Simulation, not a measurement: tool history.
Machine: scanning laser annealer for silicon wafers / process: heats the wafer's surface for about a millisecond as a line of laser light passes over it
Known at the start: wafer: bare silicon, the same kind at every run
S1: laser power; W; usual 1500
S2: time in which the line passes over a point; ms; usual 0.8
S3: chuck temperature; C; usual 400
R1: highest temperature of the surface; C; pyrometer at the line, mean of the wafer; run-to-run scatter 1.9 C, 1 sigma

{"run": 1, "day": 0.0, "S1": 1500, "S2": 0.8, "S3": 400, "R1": 1225}
{"run": 2, "day": 0.667, "S1": 1500, "S2": 0.8, "S3": 400, "R1": 1221}
{"run": 3, "day": 1.221, "S1": 1500, "S2": 0.8, "S3": 400, "R1": 1220}
{"run": 4, "day": 2.154, "S1": 1420, "S2": 0.8, "S3": 400, "R1": 1169}
{"run": 5, "day": 3.321, "S1": 1420, "S2": 0.8, "S3": 400, "R1": 1170}
{"run": 6, "day": 4.233, "S1": 1500, "S2": 0.8, "S3": 400, "R1": 1217}
{"run": 7, "day": 4.967, "S1": 1500, "S2": 0.8, "S3": 400, "R1": 1215}
{"run": 8, "day": 5.862, "S1": 1500, "S2": 0.8, "S3": 400, "R1": 1214}
{"run": 9, "day": 6.671, "S1": 1584, "S2": 0.8, "S3": 400, "R1": 1263}
{"run": 10, "day": 7.45, "S1": 1476, "S2": 0.8, "S3": 400, "R1": 1197}
{"run": 11, "day": 8.25, "S1": 1500, "S2": 0.8, "S3": 400, "R1": 1210}
{"day": 8.442, "done": "window over the wafer cleaned"}
{"run": 12, "day": 9.538, "S1": 1500, "S2": 0.8, "S3": 400, "R1": 1208}
{"run": 13, "day": 10.762, "S1": 1500, "S2": 0.8, "S3": 400, "R1": 1205}
{"run": 14, "day": 11.946, "S1": 1607, "S2": 0.8, "S3": 400, "R1": 1265}
{"run": 15, "day": 12.754, "S1": 1500, "S2": 0.627, "S3": 400, "R1": 1092}
{"day": 13.512, "done": "window over the wafer cleaned, once more"}
{"run": 16, "day": 13.517, "S1": 1500, "S2": 0.627, "S3": 400, "R1": 1113}
{"run": 17, "day": 14.458, "S1": 1500, "S2": 0.8, "S3": 400, "R1": 1223}
{"run": 18, "day": 15.275, "S1": 1500, "S2": 0.561, "S3": 400, "R1": 1067}
{"run": 19, "day": 16.279, "S1": 1500, "S2": 0.8, "S3": 400, "R1": 1220}
{"run": 20, "day": 17.25, "S1": 1500, "S2": 0.8, "S3": 400, "R1": 1220}
{"run": 21, "day": 18.142, "S1": 1480, "S2": 0.848, "S3": 400, "R1": 1232}
{"run": 22, "day": 19.192, "S1": 1480, "S2": 0.848, "S3": 400, "R1": 1231}
{"run": 23, "day": 20.442, "S1": 1480, "S2": 0.848, "S3": 400, "R1": 1231}
{"run": 24, "day": 21.525, "S1": 1310, "S2": 0.8, "S3": 378, "R1": 1074}
{"run": 25, "day": 22.121, "S1": 1530, "S2": 0.863, "S3": 390, "R1": 1258}
{"run": 26, "day": 23.225, "S1": 1602, "S2": 0.8, "S3": 400, "R1": 1273}
{"run": 27, "day": 24.188, "S1": 1602, "S2": 0.8, "S3": 400, "R1": 1273}
{"run": 28, "day": 24.733, "S1": 1457, "S2": 0.996, "S3": 396, "R1": 1284}
{"run": 29, "day": 25.808, "S1": 1457, "S2": 0.996, "S3": 396, "R1": 1280}
{"run": 30, "day": 26.646, "S1": 1469, "S2": 0.991, "S3": 400, "R1": 1289}
{"run": 31, "day": 27.758, "S1": 1469, "S2": 0.991, "S3": 400, "R1": 1291}
{"run": 32, "day": 28.821, "S1": 1500, "S2": 0.948, "S3": 389, "R1": 1273}
{"run": 33, "day": 29.479, "S1": 1500, "S2": 0.948, "S3": 389, "R1": 1273}
{"day": 29.792, "done": "optics aligned, line set to its width"}
{"run": 34, "day": 30.246, "S1": 1532, "S2": 0.948, "S3": 389, "R1": 1310}
{"run": 35, "day": 31.421, "S1": 1532, "S2": 0.948, "S3": 389, "R1": 1309}
{"run": 36, "day": 32.525, "S1": 1383, "S2": 0.624, "S3": 429, "R1": 1071}
{"run": 37, "day": 33.733, "S1": 1468, "S2": 0.742, "S3": 362, "R1": 1120}
{"run": 38, "day": 34.421, "S1": 1468, "S2": 0.569, "S3": 427, "R1": 1077}
{"run": 39, "day": 35.096, "S1": 1417, "S2": 0.804, "S3": 383, "R1": 1142}
{"run": 40, "day": 36.379, "S1": 1500, "S2": 0.617, "S3": 412, "R1": 1104}

Each row is a separate what-if for the run after 40, all from the same tool condition, not one after another. Results?
{"run": "A", "day": 37.55, "S1": 1354, "S2": 0.617, "S3": 393, "R1": "?"}
{"run": "B", "day": 37.55, "S1": 1510, "S2": 0.869, "S3": 412, "R1": "?"}
{"run": "C", "day": 37.55, "S1": 1500, "S2": 0.847, "S3": 362, "R1": "?"}

run=A R1=1012
run=B R1=1266
run=C R1=1191
Take away the tool's hidden state, keep each run's random variation, and the runs would have read:
run=A R1=1039
run=B R1=1304
run=C R1=1228

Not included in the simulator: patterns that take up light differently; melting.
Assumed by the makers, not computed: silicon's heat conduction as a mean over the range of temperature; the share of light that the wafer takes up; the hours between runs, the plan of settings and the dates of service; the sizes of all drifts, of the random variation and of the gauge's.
